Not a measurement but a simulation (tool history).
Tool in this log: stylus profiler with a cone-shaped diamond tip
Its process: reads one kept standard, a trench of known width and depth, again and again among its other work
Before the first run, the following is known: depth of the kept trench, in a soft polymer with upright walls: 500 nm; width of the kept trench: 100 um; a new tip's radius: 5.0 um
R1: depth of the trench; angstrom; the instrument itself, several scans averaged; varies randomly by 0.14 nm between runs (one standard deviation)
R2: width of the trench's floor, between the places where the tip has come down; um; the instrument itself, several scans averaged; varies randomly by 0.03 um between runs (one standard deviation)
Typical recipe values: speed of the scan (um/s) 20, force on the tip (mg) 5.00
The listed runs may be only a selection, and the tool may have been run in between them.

Run 1, hour 0.0: usual settings. Result: R1 5038.8 angstrom, R2 95.04 um.
Run 2, hour 23.7: usual settings but force on the tip (mg) 14.28. Result: R1 5091.9 angstrom, R2 95.02 um.
Run 3, hour 52.4: usual settings but force on the tip (mg) 14.28. Result: R1 5093.3 angstrom, R2 95.03 um.
Run 4, hour 88.2: usual settings but force on the tip (mg) 4.28. Result: R1 5031.2 angstrom, R2 94.98 um.
Run 5, hour 119.0: usual settings but force on the tip (mg) 4.28. Result: R1 5033.1 angstrom, R2 94.97 um.
At hour 125.0: height scale calibrated on a step standard.
Run 6, hour 156.5: usual settings. Result: R1 5028.4 angstrom, R2 94.88 um.
Run 7, hour 203.6: usual settings but speed of the scan (um/s) 6. Result: R1 5025.7 angstrom, R2 94.92 um.
Run 8, hour 252.8: usual settings but speed of the scan (um/s) 8, force on the tip (mg) 11.56. Result: R1 5067.4 angstrom, R2 94.87 um.
Run 9, hour 290.9: usual settings but speed of the scan (um/s) 8, force on the tip (mg) 11.56. Result: R1 5064.9 angstrom, R2 94.88 um.
Run 10, hour 331.9: usual settings but speed of the scan (um/s) 7, force on the tip (mg) 4.26. Result: R1 5021.8 angstrom, R2 94.87 um.
Run 11, hour 368.2: usual settings but speed of the scan (um/s) 7, force on the tip (mg) 10.66. Result: R1 5057.3 angstrom, R2 94.80 um.
At hour 380.3: height scale calibrated on a step standard, once more.
Run 12, hour 400.8: usual settings but speed of the scan (um/s) 7, force on the tip (mg) 10.66. Result: R1 5088.6 angstrom, R2 94.83 um.
Run 13, hour 437.5: usual settings but speed of the scan (um/s) 28. Result: R1 5055.1 angstrom, R2 94.83 um.

Consider 4 possible next runs. They are alternatives, not a sequence: every one starts from the tool as it was left by run 13. What does each give?
Run A, hour 487.2: usual settings but force on the tip (mg) 2.55. Result: R1 ?, R2 ?.
Run B, hour 487.2: usual settings but speed of the scan (um/s) 13, force on the tip (mg) 4.86. Result: R1 ?, R2 ?.
Run C, hour 487.2: usual settings but speed of the scan (um/s) 8. Result: R1 ?, R2 ?.
Run D, hour 487.2: usual settings but speed of the scan (um/s) 9, force on the tip (mg) 5.51. Result: R1 ?, R2 ?.

run      R1     R2
  A  5035.3  94.69
  B  5048.6  94.79
  C  5052.8  94.79
  D  5056.2  94.76
Take away the tool's hidden state, keep each run's random variation, and the runs would have read:
run      R1     R2
  A  5035.4  95.53
  B  5048.7  95.62
  C  5052.9  95.63
  D  5056.3  95.60
